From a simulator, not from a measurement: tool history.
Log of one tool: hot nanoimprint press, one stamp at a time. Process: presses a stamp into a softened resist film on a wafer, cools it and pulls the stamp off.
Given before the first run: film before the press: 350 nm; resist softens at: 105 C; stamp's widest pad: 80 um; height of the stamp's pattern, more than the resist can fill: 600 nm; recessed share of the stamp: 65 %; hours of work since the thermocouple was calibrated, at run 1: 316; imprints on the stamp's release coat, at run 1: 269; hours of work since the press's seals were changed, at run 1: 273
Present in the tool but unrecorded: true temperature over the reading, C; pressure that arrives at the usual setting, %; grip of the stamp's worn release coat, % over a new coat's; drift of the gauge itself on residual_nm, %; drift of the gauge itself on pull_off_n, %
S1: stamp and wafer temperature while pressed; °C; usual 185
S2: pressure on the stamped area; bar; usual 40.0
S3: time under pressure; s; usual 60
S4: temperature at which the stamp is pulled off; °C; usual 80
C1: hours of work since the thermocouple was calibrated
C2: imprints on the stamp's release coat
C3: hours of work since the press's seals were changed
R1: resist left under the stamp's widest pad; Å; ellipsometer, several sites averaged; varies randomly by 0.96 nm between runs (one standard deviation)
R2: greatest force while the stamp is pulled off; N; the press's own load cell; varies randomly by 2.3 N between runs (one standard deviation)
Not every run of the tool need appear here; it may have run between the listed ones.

Run 1, hour 0.0: usual settings; C1 316; C2 269; C3 273. Result: R1 1402 Å, R2 114 N.
Run 2, hour 22.1: usual settings; C1 326; C2 319; C3 283. Result: R1 1391 Å, R2 112 N.
Run 3, hour 33.2: usual settings; C1 331; C2 344; C3 288. Result: R1 1410 Å, R2 112 N.
Run 4, hour 53.0: usual settings but S2 36.3 bar; C1 340; C2 389; C3 297. Result: R1 1492 Å, R2 112 N.
Run 5, hour 71.3: usual settings but S2 36.3 bar; C1 348; C2 431; C3 305. Result: R1 1480 Å, R2 116 N.
Run 6, hour 81.8: usual settings but S2 36.3 bar; C1 353; C2 455; C3 310. Result: R1 1492 Å, R2 115 N.
Run 7, hour 103.1: usual settings; C1 362; C2 503; C3 320. Result: R1 1390 Å, R2 116 N.
At hour 124.6: plate thermocouple calibrated.
Run 8, hour 124.8: usual settings; C1 0; C2 546; C3 328. Result: R1 1438 Å, R2 115 N.
Run 9, hour 146.1: usual settings but S2 36.9 bar; C1 10; C2 594; C3 338. Result: R1 1510 Å, R2 116 N.
Run 10, hour 156.7: usual settings but S1 177 °C; C1 14; C2 618; C3 343. Result: R1 1757 Å, R2 123 N.
Run 11, hour 170.7: usual settings but S1 189 °C, S2 45.4 bar, S3 74 s; C1 21; C2 650; C3 349. Result: R1 1110 Å, R2 117 N.
Run 12, hour 192.5: usual settings but S1 189 °C, S2 45.4 bar, S3 74 s; C1 31; C2 700; C3 359. Result: R1 1098 Å, R2 127 N.
Run 13, hour 215.8: usual settings but S1 174 °C, S2 57.6 bar; C1 41; C2 753; C3 369. Result: R1 1609 Å, R2 118 N.

Measured less the same run without the tool's hidden state. The same run-to-run variation is in both; the gauge's scatter may not be:
run   R1   R2
  1  +38   +7
  2  +39   +8
  3  +40   +9
  4  +41  +10
  5  +41  +11
  6  +42  +11
  7  +44  +12
  8  +62  +15
  9  +63  +15
 10  +77  +17
 11  +52  +17
 12  +52  +19
 13  +90  +19
